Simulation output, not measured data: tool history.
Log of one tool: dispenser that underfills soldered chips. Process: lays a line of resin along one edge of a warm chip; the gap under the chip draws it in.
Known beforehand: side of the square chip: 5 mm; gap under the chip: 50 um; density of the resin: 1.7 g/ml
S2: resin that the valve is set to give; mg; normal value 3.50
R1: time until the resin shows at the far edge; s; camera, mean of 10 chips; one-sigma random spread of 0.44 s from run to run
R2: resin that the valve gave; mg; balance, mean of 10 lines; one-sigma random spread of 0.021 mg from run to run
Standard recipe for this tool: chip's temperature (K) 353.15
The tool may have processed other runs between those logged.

Run 1, hour 0.0: usual settings. Result: R1 35.5 s, R2 3.42 mg.
At hour 8.0: new syringe of resin.
Run 2, hour 10.2: usual settings but chip's temperature (K) 367.15. Result: R1 17.7 s, R2 3.43 mg.
Run 3, hour 15.0: usual settings but chip's temperature (K) 347.15. Result: R1 50.7 s, R2 3.45 mg.
Run 4, hour 21.6: usual settings. Result: R1 42.0 s, R2 3.43 mg.
At hour 22.7: new syringe of resin.
Run 5, hour 27.8: usual settings but chip's temperature (K) 347.15. Result: R1 44.6 s, R2 3.50 mg.
Run 6, hour 36.1: usual settings but chip's temperature (K) 347.15. Result: R1 55.9 s, R2 3.47 mg.
At hour 37.2: new syringe of resin.
Run 7, hour 41.5: usual settings but chip's temperature (K) 347.15. Result: R1 47.0 s, R2 3.45 mg.
Run 8, hour 50.8: usual settings. Result: R1 42.9 s, R2 3.45 mg.
At hour 51.9: new syringe of resin.
Run 9, hour 58.5: usual settings. Result: R1 35.2 s, R2 3.45 mg.
Run 10, hour 65.2: usual settings. Result: R1 42.0 s, R2 3.41 mg.
At hour 66.8: new syringe of resin.
Run 11, hour 74.7: usual settings. Result: R1 37.9 s, R2 3.44 mg.
Run 12, hour 80.3: usual settings. Result: R1 43.0 s, R2 3.40 mg.
At hour 81.5: new syringe of resin.
Run 13, hour 88.7: usual settings but S2 3.23 mg. Result: R1 37.5 s, R2 3.11 mg.
Run 14, hour 95.4: usual settings but S2 3.23 mg. Result: R1 44.1 s, R2 3.12 mg.
At hour 96.2: new syringe of resin.
Run 15, hour 104.5: usual settings but chip's temperature (K) 341.15, S2 3.23 mg. Result: R1 70.3 s, R2 3.14 mg.
At hour 110.6: new syringe of resin.
Run 16, hour 110.6: usual settings but chip's temperature (K) 341.15, S2 3.23 mg. Result: R1 58.4 s, R2 3.14 mg.
Run 17, hour 116.6: usual settings but chip's temperature (K) 341.15, S2 3.23 mg. Result: R1 66.0 s, R2 3.13 mg.
At hour 120.3: dispensing valve cleaned and set on the balance.
Run 18, hour 122.2: usual settings but chip's temperature (K) 341.15, S2 3.23 mg. Result: R1 74.8 s, R2 3.21 mg.
At hour 126.3: new syringe of resin.
Run 19, hour 128.7: usual settings but chip's temperature (K) 363.15, S2 3.38 mg. Result: R1 19.8 s, R2 3.33 mg.
Run 20, hour 134.8: usual settings but chip's temperature (K) 356.15, S2 3.98 mg. Result: R1 31.7 s, R2 3.98 mg.
At hour 141.1: new syringe of resin.
Run 21, hour 141.5: usual settings but chip's temperature (K) 342.15, S2 3.99 mg. Result: R1 55.1 s, R2 3.95 mg.
Run 22, hour 149.3: usual settings but chip's temperature (K) 361.15, S2 3.92 mg. Result: R1 25.6 s, R2 3.90 mg.
At hour 155.9: new syringe of resin.
Run 23, hour 156.0: usual settings but chip's temperature (K) 361.15, S2 4.41 mg. Result: R1 21.1 s, R2 4.37 mg.
Run 24, hour 161.2: usual settings but chip's temperature (K) 366.15, S2 4.00 mg. Result: R1 19.1 s, R2 3.96 mg.
Run 25, hour 167.2: usual settings but chip's temperature (K) 366.15, S2 4.00 mg. Result: R1 22.1 s, R2 3.92 mg.
At hour 170.8: new syringe of resin.
Run 26, hour 174.2: usual settings but chip's temperature (K) 343.15, S2 4.30 mg. Result: R1 54.7 s, R2 4.25 mg.
Run 27, hour 178.2: usual settings but chip's temperature (K) 352.15, S2 3.30 mg. Result: R1 38.6 s, R2 3.27 mg.
Run 28, hour 183.8: usual settings but chip's temperature (K) 359.15, S2 3.57 mg. Result: R1 30.9 s, R2 3.54 mg.

4 ways to go on from here, each from the tool as it stands after run 28. What would each give?
At hour 185.8: new syringe of resin.
Run A, hour 192.1: usual settings but chip's temperature (K) 360.15, S2 3.57 mg. Result: R1 ?, R2 ?.
At hour 185.8: new syringe of resin.
Run B, hour 192.1: usual settings but chip's temperature (K) 345.15, S2 4.13 mg. Result: R1 ?, R2 ?.
At hour 185.8: new syringe of resin.
Run C, hour 192.1: usual settings but chip's temperature (K) 359.15, S2 3.82 mg. Result: R1 ?, R2 ?.
At hour 185.8: new syringe of resin.
Run D, hour 192.1: usual settings but chip's temperature (K) 356.15, S2 3.69 mg. Result: R1 ?, R2 ?.

run    R1    R2
  A  25.5  3.47
  B  53.2  4.02
  C  26.8  3.74
  D  30.8  3.64
Stripped of hidden state, with their random variation kept, the same runs would have yielded:
run    R1    R2
  A  22.6  3.54
  B  47.5  4.10
  C  23.8  3.82
  D  27.4  3.72
